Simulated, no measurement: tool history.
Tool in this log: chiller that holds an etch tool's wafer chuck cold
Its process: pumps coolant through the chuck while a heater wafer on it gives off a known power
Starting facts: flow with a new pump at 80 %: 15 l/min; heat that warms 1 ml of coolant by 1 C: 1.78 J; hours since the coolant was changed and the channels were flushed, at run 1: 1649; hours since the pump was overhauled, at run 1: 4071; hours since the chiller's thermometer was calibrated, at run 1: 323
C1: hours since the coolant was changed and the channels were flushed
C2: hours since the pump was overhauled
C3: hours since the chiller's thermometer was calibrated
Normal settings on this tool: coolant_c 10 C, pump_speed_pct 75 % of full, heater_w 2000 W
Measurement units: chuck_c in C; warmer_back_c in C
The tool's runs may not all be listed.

{"run": 1, "hour": 0.0, "coolant_c": 10, "pump_speed_pct": 75, "heater_w": 2000, "C1": 1649, "C2": 4071, "C3": 323, "chuck_c": 27.6, "warmer_back_c": 4.78}
{"run": 2, "hour": 58.0, "coolant_c": 10, "pump_speed_pct": 75, "heater_w": 1424, "C1": 1707, "C2": 4129, "C3": 381, "chuck_c": 22.6, "warmer_back_c": 3.45}
{"run": 3, "hour": 116.4, "coolant_c": 10, "pump_speed_pct": 95, "heater_w": 2000, "C1": 1766, "C2": 4187, "C3": 439, "chuck_c": 25.6, "warmer_back_c": 3.84}
{"run": 4, "hour": 210.7, "coolant_c": 10, "pump_speed_pct": 75, "heater_w": 2000, "C1": 1860, "C2": 4282, "C3": 533, "chuck_c": 27.5, "warmer_back_c": 4.82}
{"run": 5, "hour": 293.7, "coolant_c": 10, "pump_speed_pct": 75, "heater_w": 2000, "C1": 1943, "C2": 4365, "C3": 617, "chuck_c": 27.6, "warmer_back_c": 4.79}
{"run": 6, "hour": 354.7, "coolant_c": 10, "pump_speed_pct": 75, "heater_w": 2000, "C1": 2004, "C2": 4426, "C3": 678, "chuck_c": 27.6, "warmer_back_c": 4.76}
{"run": 7, "hour": 415.5, "coolant_c": 10, "pump_speed_pct": 75, "heater_w": 2000, "C1": 2065, "C2": 4487, "C3": 738, "chuck_c": 27.6, "warmer_back_c": 4.74}
{"run": 8, "hour": 529.1, "coolant_c": 10, "pump_speed_pct": 75, "heater_w": 2000, "C1": 2179, "C2": 4600, "C3": 852, "chuck_c": 27.5, "warmer_back_c": 4.7}
{"run": 9, "hour": 591.6, "coolant_c": 10, "pump_speed_pct": 75, "heater_w": 2918, "C1": 2241, "C2": 4663, "C3": 914, "chuck_c": 35.6, "warmer_back_c": 6.92}
{"run": 10, "hour": 691.3, "coolant_c": 10, "pump_speed_pct": 75, "heater_w": 2000, "C1": 2341, "C2": 4762, "C3": 1014, "chuck_c": 27.4, "warmer_back_c": 4.74}
{"run": 11, "hour": 740.7, "coolant_c": 10, "pump_speed_pct": 75, "heater_w": 2000, "C1": 2390, "C2": 4812, "C3": 1064, "chuck_c": 27.7, "warmer_back_c": 4.63}
{"run": 12, "hour": 820.8, "coolant_c": 10, "pump_speed_pct": 75, "heater_w": 2000, "C1": 2470, "C2": 4892, "C3": 1144, "chuck_c": 27.7, "warmer_back_c": 4.67}
{"run": 13, "hour": 884.2, "coolant_c": 10, "pump_speed_pct": 75, "heater_w": 2000, "C1": 2534, "C2": 4955, "C3": 1207, "chuck_c": 27.5, "warmer_back_c": 4.65}
{"run": 14, "hour": 944.5, "coolant_c": 10, "pump_speed_pct": 75, "heater_w": 2000, "C1": 2594, "C2": 5016, "C3": 1267, "chuck_c": 27.5, "warmer_back_c": 4.64}
{"run": 15, "hour": 1038.8, "coolant_c": 10, "pump_speed_pct": 75, "heater_w": 2000, "C1": 2688, "C2": 5110, "C3": 1362, "chuck_c": 27.6, "warmer_back_c": 4.63}
{"run": 16, "hour": 1128.8, "coolant_c": 10, "pump_speed_pct": 75, "heater_w": 1141, "C1": 2778, "C2": 5200, "C3": 1452, "chuck_c": 19.9, "warmer_back_c": 2.57}
{"run": 17, "hour": 1177.0, "coolant_c": 10, "pump_speed_pct": 75, "heater_w": 2539, "C1": 2826, "C2": 5248, "C3": 1500, "chuck_c": 32.4, "warmer_back_c": 5.97}
{"run": 18, "hour": 1254.8, "coolant_c": 10, "pump_speed_pct": 75, "heater_w": 1013, "C1": 2904, "C2": 5326, "C3": 1578, "chuck_c": 19.0, "warmer_back_c": 2.24}
{"run": 19, "hour": 1330.5, "coolant_c": 7, "pump_speed_pct": 82, "heater_w": 2616, "C1": 2980, "C2": 5402, "C3": 1653, "chuck_c": 28.9, "warmer_back_c": 5.58}
{"run": 20, "hour": 1386.8, "coolant_c": 17, "pump_speed_pct": 75, "heater_w": 2000, "C1": 3036, "C2": 5458, "C3": 1710, "chuck_c": 34.3, "warmer_back_c": 4.65}
{"run": 21, "hour": 1448.4, "coolant_c": 10, "pump_speed_pct": 90, "heater_w": 1553, "C1": 3098, "C2": 5519, "C3": 1771, "chuck_c": 22.4, "warmer_back_c": 2.95}
{"run": 22, "hour": 1526.0, "coolant_c": 10, "pump_speed_pct": 90, "heater_w": 1553, "C1": 3175, "C2": 5597, "C3": 1849, "chuck_c": 22.4, "warmer_back_c": 2.9}

Difference, measured minus no-hidden-state, one row per run. Run-to-run variation is common to both terms; the gauge's own scatter need not be:
Hidden state present: heat passed by the chuck's channels, % of clean ones'; flow at a given pump speed, % of a new pump's; coolant's true temperature over the reading, C; drift of the gauge itself on chuck_c, C; drift of the gauge itself on warmer_back_c, C.
run=1 warmer_back_c=+0.01
run=2 warmer_back_c=+0.00
run=3 warmer_back_c=-0.01
run=4 warmer_back_c=-0.02
run=5 warmer_back_c=-0.03
run=6 warmer_back_c=-0.05
run=7 warmer_back_c=-0.06
run=8 warmer_back_c=-0.07
run=9 warmer_back_c=-0.08
run=10 warmer_back_c=-0.10
run=11 warmer_back_c=-0.10
run=12 warmer_back_c=-0.11
run=13 warmer_back_c=-0.12
run=14 warmer_back_c=-0.13
run=15 warmer_back_c=-0.15
run=16 warmer_back_c=-0.16
run=17 warmer_back_c=-0.16
run=18 warmer_back_c=-0.18
run=19 warmer_back_c=-0.18
run=20 warmer_back_c=-0.19
run=21 warmer_back_c=-0.20
run=22 warmer_back_c=-0.21
chuck_c: at most 0.1 C away from the measurement, every run.

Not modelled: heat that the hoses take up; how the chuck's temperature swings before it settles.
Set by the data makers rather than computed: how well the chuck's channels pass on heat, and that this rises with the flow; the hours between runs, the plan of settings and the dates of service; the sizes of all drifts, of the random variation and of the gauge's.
